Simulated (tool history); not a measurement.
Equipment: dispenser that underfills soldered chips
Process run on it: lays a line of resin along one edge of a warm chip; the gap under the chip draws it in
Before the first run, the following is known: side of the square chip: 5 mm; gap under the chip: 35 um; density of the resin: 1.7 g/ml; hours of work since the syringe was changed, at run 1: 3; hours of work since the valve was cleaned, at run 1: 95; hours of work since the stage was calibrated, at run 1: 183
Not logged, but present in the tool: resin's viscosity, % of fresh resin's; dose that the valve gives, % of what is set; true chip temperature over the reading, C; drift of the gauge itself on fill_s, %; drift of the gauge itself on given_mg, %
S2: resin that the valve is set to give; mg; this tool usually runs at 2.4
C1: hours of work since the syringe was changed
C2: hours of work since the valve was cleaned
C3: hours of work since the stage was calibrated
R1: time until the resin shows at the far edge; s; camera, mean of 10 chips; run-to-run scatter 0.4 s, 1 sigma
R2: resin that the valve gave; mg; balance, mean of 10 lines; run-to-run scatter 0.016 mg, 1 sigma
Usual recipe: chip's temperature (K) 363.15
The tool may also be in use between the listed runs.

Run 1, hour 0: usual settings; C1 3; C2 95; C3 183. Result: R1 31 s, R2 2.2 mg.
At hour 4.7: new syringe of resin.
Run 2, hour 4.7: usual settings; C1 0; C2 99; C3 187. Result: R1 26.5 s, R2 2.18 mg.
Run 3, hour 10.1: usual settings; C1 4; C2 103; C3 191. Result: R1 31.8 s, R2 2.14 mg.
At hour 13.6: new syringe of resin.
Run 4, hour 14.7: usual settings; C1 1; C2 106; C3 194. Result: R1 27.8 s, R2 2.15 mg.
Run 5, hour 19.7: usual settings; C1 5; C2 110; C3 198. Result: R1 32.7 s, R2 2.12 mg.
At hour 22.6: new syringe of resin.
Run 6, hour 25.1: usual settings; C1 2; C2 114; C3 202. Result: R1 29 s, R2 2.14 mg.
Run 7, hour 27.7: usual settings; C1 4; C2 116; C3 204. Result: R1 31.4 s, R2 2.1 mg.
At hour 30.2: dispensing valve cleaned and set on the balance.
At hour 32.4: new syringe of resin.
Run 8, hour 34.9: usual settings; C1 2; C2 3; C3 209. Result: R1 28.6 s, R2 2.41 mg.
Run 9, hour 40.3: usual settings; C1 6; C2 8; C3 213. Result: R1 33.6 s, R2 2.37 mg.
At hour 41.3: new syringe of resin.
Run 10, hour 43.1: usual settings but S2 2.28 mg; C1 1; C2 10; C3 215. Result: R1 28.5 s, R2 2.26 mg.
Run 11, hour 46.4: usual settings but S2 2.28 mg; C1 4; C2 12; C3 218. Result: R1 31.1 s, R2 2.26 mg.
At hour 50.1: new syringe of resin.
Run 12, hour 50.1: usual settings but S2 2.28 mg; C1 0; C2 15; C3 220. Result: R1 26.5 s, R2 2.25 mg.
Run 13, hour 53.2: usual settings but S2 2.69 mg; C1 2; C2 17; C3 223. Result: R1 29 s, R2 2.63 mg.
Run 14, hour 57.3: usual settings but S2 2.69 mg; C1 6; C2 20; C3 226. Result: R1 32.9 s, R2 2.63 mg.
At hour 59: new syringe of resin.
Run 15, hour 61.1: usual settings but chip's temperature (K) 372.15, S2 2.92 mg; C1 2; C2 23; C3 229. Result: R1 20.8 s, R2 2.89 mg.
Run 16, hour 66.7: usual settings but chip's temperature (K) 356.15, S2 2.84 mg; C1 6; C2 28; C3 233. Result: R1 42.2 s, R2 2.77 mg.
At hour 67.8: new syringe of resin.
Run 17, hour 72.4: usual settings but chip's temperature (K) 357.15, S2 2.97 mg; C1 4; C2 32; C3 237. Result: R1 37.7 s, R2 2.87 mg.
At hour 76.6: new syringe of resin.
Run 18, hour 76.9: usual settings but chip's temperature (K) 352.15, S2 2.61 mg; C1 0; C2 35; C3 241. Result: R1 37.7 s, R2 2.52 mg.
Run 19, hour 81.3: usual settings but chip's temperature (K) 358.15, S2 2.61 mg; C1 4; C2 38; C3 244. Result: R1 35 s, R2 2.53 mg.
At hour 85.6: new syringe of resin.
Run 20, hour 87: usual settings but chip's temperature (K) 358.15, S2 2.18 mg; C1 1; C2 43; C3 248. Result: R1 32.8 s, R2 2.1 mg.
Run 21, hour 90.3: usual settings but chip's temperature (K) 357.15, S2 2.31 mg; C1 4; C2 45; C3 251. Result: R1 38.6 s, R2 2.25 mg.

Below are 3 alternative next runs, each starting from the tool's condition after run 21. Predict each:
At hour 94.6: new syringe of resin.
Run A, hour 94.7: usual settings but chip's temperature (K) 370.15, S2 3.04 mg; C1 0; C2 48; C3 254. Result: R1 ?, R2 ?.
At hour 94.6: new syringe of resin.
Run B, hour 94.7: usual settings but chip's temperature (K) 376.15, S2 2.58 mg; C1 0; C2 48; C3 254. Result: R1 ?, R2 ?.
At hour 94.6: new syringe of resin.
Run C, hour 94.7: usual settings but chip's temperature (K) 354.15, S2 2.31 mg; C1 0; C2 48; C3 254. Result: R1 ?, R2 ?.

run    R1    R2
  A  21.3  2.87
  B  18.2  2.46
  C  36.7  2.17
Without the tool's unlogged condition, the same runs would have read:
run    R1    R2
  A    21  3.01
  B  17.8  2.58
  C  35.9  2.29
